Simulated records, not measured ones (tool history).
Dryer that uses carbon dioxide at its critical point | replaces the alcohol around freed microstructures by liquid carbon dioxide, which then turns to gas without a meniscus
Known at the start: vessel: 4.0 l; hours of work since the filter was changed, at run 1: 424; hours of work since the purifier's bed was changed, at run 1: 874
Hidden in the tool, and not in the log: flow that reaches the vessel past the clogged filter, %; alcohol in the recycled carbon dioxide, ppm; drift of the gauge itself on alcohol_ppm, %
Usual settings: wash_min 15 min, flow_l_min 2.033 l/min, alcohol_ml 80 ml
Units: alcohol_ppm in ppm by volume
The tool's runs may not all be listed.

run   hour  wash_min  flow_l_min  alcohol_ml  hours of work since the filter was changed  hours of work since the purifier's bed was changed  alcohol_ppm
  1    0.0        15       2.033          80                                         424                                                 874          166
  2   14.1        15       2.033          80                                         435                                                 885          168
  3   28.0        21       2.033          80                                         446                                                 896          154
  4   45.9        21       2.033          80                                         460                                                 910          151
  5   70.9        15       2.033          80                                         479                                                 929          174
  6   89.2        10       2.033          80                                         493                                                 943          394
  7  118.0        15       2.033          80                                         515                                                 965          189
  8  141.5        15       2.033          80                                         534                                                 983          188
  9  165.5        15       2.033          33                                         552                                                1002          171
 10  186.4        21       1.680         116                                         568                                                1018          183
     206.9  -- inlet filter changed
 11  207.0        21       1.680         116                                           0                                                1033          179
 12  234.2        11       1.370         104                                          21                                                1054          970
 13  254.0        15       1.990          32                                          36                                                1069          187
 14  278.7        14       3.310          80                                          55                                                1088          175
 15  307.4        22       2.033          80                                          77                                                1111          180

4 ways to go on from here, each from the tool as it stands after run 15. What would each give?
  A  320.8        23       2.350          23                                          88                                                1121            ?
  B  320.8        15       1.930          48                                          88                                                1121            ?
  C  320.8        10       1.360          51                                          88                                                1121            ?
  D  320.8        10       2.180          29                                          88                                                1121            ?

run  alcohol_ppm
  A          182
  B          192
  C          759
  D          240
Without the tool's hidden state the same runs would have given:
run  alcohol_ppm
  A            7
  B           15
  C          560
  D           59
